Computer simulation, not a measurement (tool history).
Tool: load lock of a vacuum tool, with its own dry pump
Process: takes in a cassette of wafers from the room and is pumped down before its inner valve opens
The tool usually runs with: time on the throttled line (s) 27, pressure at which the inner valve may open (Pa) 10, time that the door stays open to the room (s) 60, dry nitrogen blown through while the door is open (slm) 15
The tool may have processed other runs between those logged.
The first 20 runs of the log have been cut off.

run     hour  time on the throttled line (s)  pressure at which the inner valve may open (Pa)  time that the door stays open to the room (s)  dry nitrogen blown through while the door is open (slm)  hours that the pump has run since its overhaul  times that the door has closed on its seal  incoming humidity of the room's air, %  time from the closed door until the inner valve may open (s)  rise of the pressure with all valves shut (Pa/min)
 21   6624.0                              28                                               10                                            236                                                       13                                            2786                                       35452                                    46.1                                                          50.5                                               0.074
 22   7054.4                              27                                               11                                             60                                                       10                                            3216                                       37424                                    42.6                                                          49.9                                               0.039
 23   7274.7                              51                                                9                                             51                                                        8                                            3436                                       38434                                    47.1                                                          71.2                                               0.043
 24   7654.3                              51                                                9                                             51                                                        8                                            3816                                       40174                                    47.5                                                          70.8                                               0.037
      7931.9  -- door's seal changed, seat wiped
 25   8014.0                              51                                               20                                             53                                                       20                                            4174                                         377                                    43.6                                                          68.0                                               0.024
 26   8395.6                              51                                               20                                             53                                                       20                                            4556                                        2125                                    44.2                                                          67.9                                               0.030
 27   8802.3                              23                                               20                                             35                                                       20                                            4963                                        3989                                    46.8                                                          44.6                                               0.030
 28   9141.4                              23                                               20                                             35                                                       20                                            5302                                        5543                                    44.2                                                          44.6                                               0.022
 29   9374.6                              27                                               10                                             52                                                        6                                            5535                                        6612                                    47.1                                                          50.0                                               0.042
 30   9589.2                              19                                               10                                            157                                                        4                                            5750                                        7596                                    46.1                                                          43.1                                               0.070
 31   9876.8                              19                                               18                                             76                                                       31                                            6037                                        8914                                    43.9                                                          42.1                                               0.032
 32  10121.1                              30                                               10                                             69                                                       33                                            6281                                       10033                                    42.4                                                          52.1                                               0.027
 33  10560.5                              27                                                8                                             60                                                       19                                            6721                                       12047                                    42.1                                                          50.3                                               0.034
 34  11036.5                              27                                                8                                             60                                                       19                                            7197                                       14229                                    45.1                                                          50.5                                               0.037
 35  11456.4                              20                                                7                                            148                                                       43                                            7617                                       16153                                    44.5                                                          45.3                                               0.034
 36  11688.4                              20                                                7                                            148                                                       43                                            7849                                       17217                                    44.4                                                          45.5                                               0.035
 37  11917.8                              16                                               17                                             26                                                       21                                            8078                                       18268                                    42.5                                                          38.9                                               0.025

Branching from run 37: 4 alternative next runs. What would each branch give?
  A  12169.8                              27                                               18                                             60                                                       15                                            8330                                       19423                                    44.8                                                             ?                                                   ?
  B  12169.8                              36                                               10                                             32                                                       15                                            8330                                       19423                                    45.3                                                             ?                                                   ?
  C  12169.8                              36                                               17                                             26                                                       15                                            8330                                       19423                                    45.4                                                             ?                                                   ?
  D  12169.8                              27                                               19                                             48                                                       15                                            8330                                       19423                                    46.3                                                             ?                                                   ?

run  time from the closed door until the inner valve may open (s)  rise of the pressure with all valves shut (Pa/min)
  A                                                          48.4                                               0.037
  B                                                          57.3                                               0.029
  C                                                          56.1                                               0.028
  D                                                          48.5                                               0.030
The same runs, with their run-to-run variation unchanged, on a tool lacking any hidden condition would have given:
run  time from the closed door until the inner valve may open (s)  rise of the pressure with all valves shut (Pa/min)
  A                                                          48.4                                               0.037
  B                                                          57.3                                               0.029
  C                                                          56.1                                               0.028
  D                                                          48.5                                               0.030

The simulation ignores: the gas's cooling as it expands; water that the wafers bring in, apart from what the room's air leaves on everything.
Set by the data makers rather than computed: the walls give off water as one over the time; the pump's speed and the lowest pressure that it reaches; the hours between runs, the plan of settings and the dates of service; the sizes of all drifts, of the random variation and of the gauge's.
